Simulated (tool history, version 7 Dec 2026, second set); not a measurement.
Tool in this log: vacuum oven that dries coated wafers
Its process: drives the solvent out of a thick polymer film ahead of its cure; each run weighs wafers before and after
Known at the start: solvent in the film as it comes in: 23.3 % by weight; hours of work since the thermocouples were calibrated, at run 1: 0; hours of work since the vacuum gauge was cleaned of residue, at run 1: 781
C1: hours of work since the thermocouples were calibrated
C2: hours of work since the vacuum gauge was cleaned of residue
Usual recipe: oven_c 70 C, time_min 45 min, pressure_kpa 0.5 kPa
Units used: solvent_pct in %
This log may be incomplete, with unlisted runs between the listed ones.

Run 1, hour 0: usual settings; C1 0; C2 781. Result: solvent_pct 1.43 %.
Run 2, hour 24.1: usual settings; C1 13; C2 794. Result: solvent_pct 1.4 %.
Run 3, hour 59.6: usual settings but time_min 72 min; C1 32; C2 813. Result: solvent_pct 0.5 %.
Run 4, hour 89.4: usual settings but oven_c 79 C; C1 49; C2 830. Result: solvent_pct 0.35 %.
Run 5, hour 128.4: usual settings but oven_c 79 C; C1 70; C2 851. Result: solvent_pct 0.47 %.
Run 6, hour 164.8: usual settings but oven_c 79 C; C1 90; C2 871. Result: solvent_pct 0.36 %.
Run 7, hour 189.8: usual settings but pressure_kpa 0.536 kPa; C1 104; C2 884. Result: solvent_pct 1.45 %.
Run 8, hour 219.1: usual settings but pressure_kpa 0.536 kPa; C1 120; C2 900. Result: solvent_pct 1.44 %.
Run 9, hour 259.8: usual settings but pressure_kpa 1.59 kPa; C1 142; C2 923. Result: solvent_pct 1.96 %.
Run 10, hour 300.6: usual settings but pressure_kpa 1.59 kPa; C1 164; C2 945. Result: solvent_pct 1.92 %.
Run 11, hour 329.1: usual settings but pressure_kpa 1.59 kPa; C1 180; C2 960. Result: solvent_pct 1.95 %.
Run 12, hour 356.7: usual settings; C1 195; C2 975. Result: solvent_pct 1.42 %.
Run 13, hour 389.3: usual settings but pressure_kpa 0.332 kPa; C1 212; C2 993. Result: solvent_pct 1.36 %.
Run 14, hour 421.3: usual settings; C1 230; C2 1011. Result: solvent_pct 1.43 %.
Run 15, hour 456.1: usual settings but oven_c 75 C; C1 249; C2 1030. Result: solvent_pct 0.7 %.
Run 16, hour 492.7: usual settings but oven_c 75 C; C1 269; C2 1050. Result: solvent_pct 0.68 %.
Run 17, hour 531.2: usual settings but oven_c 75 C; C1 290; C2 1071. Result: solvent_pct 0.69 %.
Run 18, hour 565.5: usual settings but oven_c 75 C; C1 309; C2 1089. Result: solvent_pct 0.71 %.
Run 19, hour 593.8: usual settings but oven_c 75 C; C1 324; C2 1105. Result: solvent_pct 0.72 %.
Run 20, hour 613: usual settings; C1 334; C2 1115. Result: solvent_pct 1.4 %.
Run 21, hour 638.2: usual settings but oven_c 74 C; C1 348; C2 1129. Result: solvent_pct 0.81 %.
Run 22, hour 674.8: usual settings but oven_c 61 C; C1 368; C2 1149. Result: solvent_pct 4 %.
Run 23, hour 710.6: usual settings but pressure_kpa 1.58 kPa; C1 388; C2 1169. Result: solvent_pct 1.87 %.
Run 24, hour 730.8: usual settings but pressure_kpa 1.58 kPa; C1 399; C2 1180. Result: solvent_pct 1.93 %.
Run 25, hour 754.3: usual settings but oven_c 64 C, time_min 25 min, pressure_kpa 0.31 kPa; C1 411; C2 1192. Result: solvent_pct 6.35 %.

Run 26 has not been measured yet. What should we expect?
Run 26, hour 787.6: usual settings but oven_c 81 C, time_min 26 min, pressure_kpa 0.703 kPa; C1 430; C2 1211. Result: solvent_pct ?.

{"run 26": {"solvent_pct": 1.27}}
Take away the tool's hidden state, keep the run-to-run variation as it was, and the same run would have given solvent_pct 1.26 %.
